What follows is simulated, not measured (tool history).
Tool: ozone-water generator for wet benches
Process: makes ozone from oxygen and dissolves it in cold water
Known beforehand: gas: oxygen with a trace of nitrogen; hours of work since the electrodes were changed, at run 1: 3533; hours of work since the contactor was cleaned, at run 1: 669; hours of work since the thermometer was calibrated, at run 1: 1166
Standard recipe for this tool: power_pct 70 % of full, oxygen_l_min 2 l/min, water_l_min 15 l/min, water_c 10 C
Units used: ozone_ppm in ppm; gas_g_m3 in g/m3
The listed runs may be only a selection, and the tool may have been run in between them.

run	day	power_pct	oxygen_l_min	water_l_min	water_c	hours of work since the electrodes were changed	hours of work since the contactor was cleaned	hours of work since the thermometer was calibrated	ozone_ppm	gas_g_m3
1	0	70	2	15	10	3533	669	1166	9.3	146.5
2	2.221	70	2	15	10	3582	718	1215	9.2	145.1
3	4.879	70	2	15	10	3641	777	1274	9.1	145
4	8.742	70	2	15	10	3726	862	1360	9	146.4
5	11.912	70	1.98	15	10	3796	933	1430	9	143.8
6	16.258	70	2	15	10	3893	1029	1526	8.9	145.9
7	20.842	70	2	15	10	3994	1130	1627	9	145.9
8	24.071	70	2	15	10	4066	1202	1699	9	144.9
# day 24.471: contactor cleaned
9	27.538	70	2	15	10	4139	68	1772	8.7	142.6
10	31.55	70	2	15	12	4227	157	1861	8.6	142.1
# day 33.054: contactor cleaned, once more
11	34.45	70	2	15	12	4288	31	1921	8.9	143.4
12	37.567	70	2	15	6	4357	100	1990	9.2	142.8
13	40.779	70	2	15	6	4428	171	2061	9.4	142.1
14	44.358	51	2	15	12	4507	250	2141	6.9	113.9
15	48.058	86	1.23	15	7	4589	332	2222	8.3	192.4
16	52.321	86	1.23	15	7	4683	426	2317	8.2	190.5
17	56.042	70	2	20	10	4766	509	2399	6.7	140.8
18	59.208	70	1.93	15	6	4836	579	2469	9	140.7
19	63.65	70	3.27	22	17	4934	677	2567	7	118.7
20	65.883	70	3.27	22	17	4983	727	2617	7	118.5
21	67.983	70	3.27	22	17	5030	773	2663	7.1	118.9
22	70.567	70	3.27	15	17	5087	830	2721	9.6	118.6
23	73.996	58	2	15	9	5163	906	2796	7.6	121.4
24	76.121	88	1.26	15	9	5210	953	2844	8	187

Expected results for the next run?
25	80.567	67	2	15	10	5308	1052	2942	?	?

{"run 25": {"ozone_ppm": 8.4, "gas_g_m3": 134.9}}
Without the tool's hidden state the same run would have given ozone_ppm 10 ppm, gas_g_m3 156.4 g/m3.
